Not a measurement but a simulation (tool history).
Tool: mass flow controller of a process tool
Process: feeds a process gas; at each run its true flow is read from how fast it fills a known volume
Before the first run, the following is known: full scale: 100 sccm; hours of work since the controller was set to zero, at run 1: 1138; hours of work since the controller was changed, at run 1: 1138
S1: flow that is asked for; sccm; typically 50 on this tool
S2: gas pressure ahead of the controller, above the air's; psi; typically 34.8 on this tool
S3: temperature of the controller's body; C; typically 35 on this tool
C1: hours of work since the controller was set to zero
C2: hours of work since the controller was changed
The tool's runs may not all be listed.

{"run": 1, "hour": 0.0, "S1": 50, "S2": 34.8, "S3": 35, "C1": 1138, "C2": 1138, "true flow (%)": 98.74}
{"run": 2, "hour": 224.3, "S1": 60, "S2": 34.8, "S3": 35, "C1": 1296, "C2": 1296, "true flow (%)": 98.82}
{"run": 3, "hour": 354.1, "S1": 50, "S2": 34.8, "S3": 30, "C1": 1387, "C2": 1387, "true flow (%)": 98.86}
{"run": 4, "hour": 606.1, "S1": 50, "S2": 34.8, "S3": 30, "C1": 1564, "C2": 1564, "true flow (%)": 98.83}
{"run": 5, "hour": 818.6, "S1": 50, "S2": 34.8, "S3": 24, "C1": 1713, "C2": 1713, "true flow (%)": 99.09}
{"run": 6, "hour": 1097.3, "S1": 50, "S2": 34.8, "S3": 34, "C1": 1908, "C2": 1908, "true flow (%)": 98.29}
{"run": 7, "hour": 1394.8, "S1": 50, "S2": 34.8, "S3": 34, "C1": 2117, "C2": 2117, "true flow (%)": 98.23}
{"run": 8, "hour": 1597.8, "S1": 50, "S2": 34.8, "S3": 34, "C1": 2259, "C2": 2259, "true flow (%)": 98.28}
{"run": 9, "hour": 1780.7, "S1": 50, "S2": 34.8, "S3": 22, "C1": 2388, "C2": 2388, "true flow (%)": 98.95}
{"run": 10, "hour": 2017.8, "S1": 50, "S2": 34.8, "S3": 22, "C1": 2554, "C2": 2554, "true flow (%)": 98.96}
{"run": 11, "hour": 2221.1, "S1": 50, "S2": 34.8, "S3": 22, "C1": 2697, "C2": 2697, "true flow (%)": 98.87}
{"run": 12, "hour": 2422.4, "S1": 11, "S2": 34.8, "S3": 35, "C1": 2838, "C2": 2838, "true flow (%)": 97.61}
{"run": 13, "hour": 2668.0, "S1": 11, "S2": 34.8, "S3": 35, "C1": 3010, "C2": 3010, "true flow (%)": 97.44}
{"run": 14, "hour": 2929.9, "S1": 50, "S2": 36.8, "S3": 35, "C1": 3194, "C2": 3194, "true flow (%)": 97.73}
{"run": 15, "hour": 3114.0, "S1": 50, "S2": 26, "S3": 35, "C1": 3323, "C2": 3323, "true flow (%)": 98.12}
{"run": 16, "hour": 3268.7, "S1": 50, "S2": 34.8, "S3": 35, "C1": 3432, "C2": 3432, "true flow (%)": 97.85}
{"run": 17, "hour": 3552.2, "S1": 50, "S2": 34.8, "S3": 35, "C1": 3631, "C2": 3631, "true flow (%)": 97.65}
{"run": 18, "hour": 3768.1, "S1": 50, "S2": 34.8, "S3": 35, "C1": 3782, "C2": 3782, "true flow (%)": 97.72}
{"run": 19, "hour": 3902.7, "S1": 21, "S2": 34.8, "S3": 35, "C1": 3877, "C2": 3877, "true flow (%)": 97.42}
{"run": 20, "hour": 4055.4, "S1": 21, "S2": 34.8, "S3": 35, "C1": 3984, "C2": 3984, "true flow (%)": 97.4}
{"run": 21, "hour": 4234.2, "S1": 50, "S2": 40.2, "S3": 35, "C1": 4110, "C2": 4110, "true flow (%)": 97.39}
{"run": 22, "hour": 4363.5, "S1": 50, "S2": 40.2, "S3": 35, "C1": 4200, "C2": 4200, "true flow (%)": 97.24}
{"run": 23, "hour": 4594.7, "S1": 12, "S2": 40.2, "S3": 22, "C1": 4363, "C2": 4363, "true flow (%)": 97.64}
{"run": 24, "hour": 4895.1, "S1": 10, "S2": 27.3, "S3": 22, "C1": 4573, "C2": 4573, "true flow (%)": 97.86}
{"run": 25, "hour": 5111.9, "S1": 34, "S2": 27.3, "S3": 35, "C1": 4725, "C2": 4725, "true flow (%)": 97.34}
{"run": 26, "hour": 5375.3, "S1": 34, "S2": 27.3, "S3": 31, "C1": 4910, "C2": 4910, "true flow (%)": 97.49}
{"run": 27, "hour": 5500.4, "S1": 34, "S2": 27.3, "S3": 31, "C1": 4998, "C2": 4998, "true flow (%)": 97.45}
{"hour": 5787.5, "done": "gauge calibrated"}
{"run": 28, "hour": 5806.9, "S1": 34, "S2": 27.3, "S3": 31, "C1": 5213, "C2": 5213, "true flow (%)": 99.08}
{"run": 29, "hour": 5934.3, "S1": 67, "S2": 32.5, "S3": 20, "C1": 5303, "C2": 5303, "true flow (%)": 99.83}
{"run": 30, "hour": 6178.9, "S1": 81, "S2": 30.6, "S3": 35, "C1": 5474, "C2": 5474, "true flow (%)": 99.06}
{"run": 31, "hour": 6384.3, "S1": 12, "S2": 39, "S3": 33, "C1": 5618, "C2": 5618, "true flow (%)": 98.16}
{"run": 32, "hour": 6677.1, "S1": 22, "S2": 23.2, "S3": 33, "C1": 5824, "C2": 5824, "true flow (%)": 98.53}
{"run": 33, "hour": 6853.6, "S1": 23, "S2": 31.9, "S3": 35, "C1": 5948, "C2": 5948, "true flow (%)": 98.3}
{"run": 34, "hour": 7005.4, "S1": 24, "S2": 30, "S3": 28, "C1": 6054, "C2": 6054, "true flow (%)": 98.51}

Results per run with the tool's hidden condition removed, run-to-run variation unchanged:
Unlogged tool condition in this case: flow at rest that the sensor doesn't see, % of full scale; true flow over the shown one, %; drift of the gauge itself on true_pct, %.
run=1 true_flow_(%)=98.73
run=2 true_flow_(%)=98.88
run=3 true_flow_(%)=98.96
run=4 true_flow_(%)=98.99
run=5 true_flow_(%)=99.32
run=6 true_flow_(%)=98.58
run=7 true_flow_(%)=98.62
run=8 true_flow_(%)=98.71
run=9 true_flow_(%)=99.45
run=10 true_flow_(%)=99.52
run=11 true_flow_(%)=99.49
run=12 true_flow_(%)=98.26
run=13 true_flow_(%)=98.15
run=14 true_flow_(%)=98.54
run=15 true_flow_(%)=98.97
run=16 true_flow_(%)=98.74
run=17 true_flow_(%)=98.63
run=18 true_flow_(%)=98.75
run=19 true_flow_(%)=98.48
run=20 true_flow_(%)=98.5
run=21 true_flow_(%)=98.54
run=22 true_flow_(%)=98.43
run=23 true_flow_(%)=98.89
run=24 true_flow_(%)=99.19
run=25 true_flow_(%)=98.74
run=26 true_flow_(%)=98.97
run=27 true_flow_(%)=98.97
run=28 true_flow_(%)=99.06
run=29 true_flow_(%)=99.86
run=30 true_flow_(%)=99.16
run=31 true_flow_(%)=98.29
run=32 true_flow_(%)=98.75
run=33 true_flow_(%)=98.57
run=34 true_flow_(%)=98.82

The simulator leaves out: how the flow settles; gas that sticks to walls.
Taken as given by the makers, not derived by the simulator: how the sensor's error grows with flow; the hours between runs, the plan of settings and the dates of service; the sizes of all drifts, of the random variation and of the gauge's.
